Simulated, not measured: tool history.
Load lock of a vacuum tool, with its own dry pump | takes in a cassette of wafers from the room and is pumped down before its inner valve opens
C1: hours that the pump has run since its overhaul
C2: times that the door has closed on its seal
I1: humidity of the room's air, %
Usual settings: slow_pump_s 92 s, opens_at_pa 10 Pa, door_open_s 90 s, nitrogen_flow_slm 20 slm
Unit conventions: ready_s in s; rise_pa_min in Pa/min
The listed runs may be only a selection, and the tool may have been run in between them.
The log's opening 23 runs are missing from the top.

At hour 6333.3: dry pump taken out, an overhauled one fitted.
Run 24, hour 6620.3: usual settings but opens_at_pa 17 Pa, door_open_s 101 s; C1 287; C2 32789; I1 47.5. Result: ready_s 211.0 s, rise_pa_min 0.245 Pa/min.
Run 25, hour 6931.5: usual settings but opens_at_pa 16 Pa, nitrogen_flow_slm 22 slm; C1 598; C2 33805; I1 45.4. Result: ready_s 212.8 s, rise_pa_min 0.251 Pa/min.
Run 26, hour 7209.1: usual settings but slow_pump_s 49 s, opens_at_pa 11 Pa, door_open_s 92 s, nitrogen_flow_slm 6 slm; C1 876; C2 34711; I1 46.4. Result: ready_s 190.3 s, rise_pa_min 0.278 Pa/min.
Run 27, hour 7536.8: usual settings but slow_pump_s 49 s, opens_at_pa 11 Pa, door_open_s 92 s, nitrogen_flow_slm 6 slm; C1 1203; C2 35781; I1 44.0. Result: ready_s 188.1 s, rise_pa_min 0.283 Pa/min.
Run 28, hour 7717.6: usual settings but door_open_s 79 s; C1 1384; C2 36371; I1 43.1. Result: ready_s 223.7 s, rise_pa_min 0.274 Pa/min.
Run 29, hour 8009.7: usual settings but door_open_s 79 s; C1 1676; C2 37325; I1 44.6. Result: ready_s 226.6 s, rise_pa_min 0.277 Pa/min.
Run 30, hour 8341.5: usual settings but door_open_s 141 s; C1 2008; C2 38408; I1 44.3. Result: ready_s 224.9 s, rise_pa_min 0.314 Pa/min.
Run 31, hour 8589.4: usual settings but door_open_s 85 s; C1 2256; C2 39217; I1 41.9. Result: ready_s 224.5 s, rise_pa_min 0.299 Pa/min.
Run 32, hour 8916.0: usual settings but opens_at_pa 17 Pa; C1 2583; C2 40283; I1 45.9. Result: ready_s 217.4 s, rise_pa_min 0.321 Pa/min.
Run 33, hour 9277.5: usual settings but opens_at_pa 17 Pa; C1 2944; C2 41463; I1 42.7. Result: ready_s 214.7 s, rise_pa_min 0.329 Pa/min.
Run 34, hour 9449.1: usual settings but opens_at_pa 17 Pa; C1 3116; C2 42024; I1 44.9. Result: ready_s 215.4 s, rise_pa_min 0.347 Pa/min.
Run 35, hour 9732.4: usual settings but opens_at_pa 17 Pa; C1 3399; C2 42949; I1 46.4. Result: ready_s 216.0 s, rise_pa_min 0.347 Pa/min.
Run 36, hour 9911.8: usual settings but slow_pump_s 54 s, opens_at_pa 11 Pa, door_open_s 64 s, nitrogen_flow_slm 43 slm; C1 3579; C2 43534; I1 49.1. Result: ready_s 196.9 s, rise_pa_min 0.350 Pa/min.

5 options for the next run, each taken on its own from the tool as it stands now. Forecast them:
Run A, hour 10111.1: usual settings but slow_pump_s 85 s, opens_at_pa 11 Pa, door_open_s 64 s, nitrogen_flow_slm 43 slm; C1 3778; C2 44185; I1 43.6. Result: ready_s ?, rise_pa_min ?.
Run B, hour 10111.1: usual settings but door_open_s 72 s; C1 3778; C2 44185; I1 47.1. Result: ready_s ?, rise_pa_min ?.
Run C, hour 10111.1: usual settings but slow_pump_s 63 s, opens_at_pa 11 Pa, door_open_s 195 s, nitrogen_flow_slm 27 slm; C1 3778; C2 44185; I1 45.5. Result: ready_s ?, rise_pa_min ?.
Run D, hour 10111.1: usual settings but slow_pump_s 47 s, opens_at_pa 11 Pa, door_open_s 176 s, nitrogen_flow_slm 32 slm; C1 3778; C2 44185; I1 47.8. Result: ready_s ?, rise_pa_min ?.
Run E, hour 10111.1: usual settings but slow_pump_s 54 s, opens_at_pa 11 Pa, door_open_s 64 s, nitrogen_flow_slm 5 slm; C1 3778; C2 44185; I1 47.4. Result: ready_s ?, rise_pa_min ?.

run  ready_s  rise_pa_min
  A    221.1        0.358
  B    228.1        0.364
  C    204.1        0.385
  D    192.4        0.371
  E    200.4        0.379
Without the tool's hidden state the same runs would have given:
run  ready_s  rise_pa_min
  A    214.1        0.007
  B    220.8        0.023
  C    196.5        0.037
  D    184.6        0.033
  E    192.5        0.030
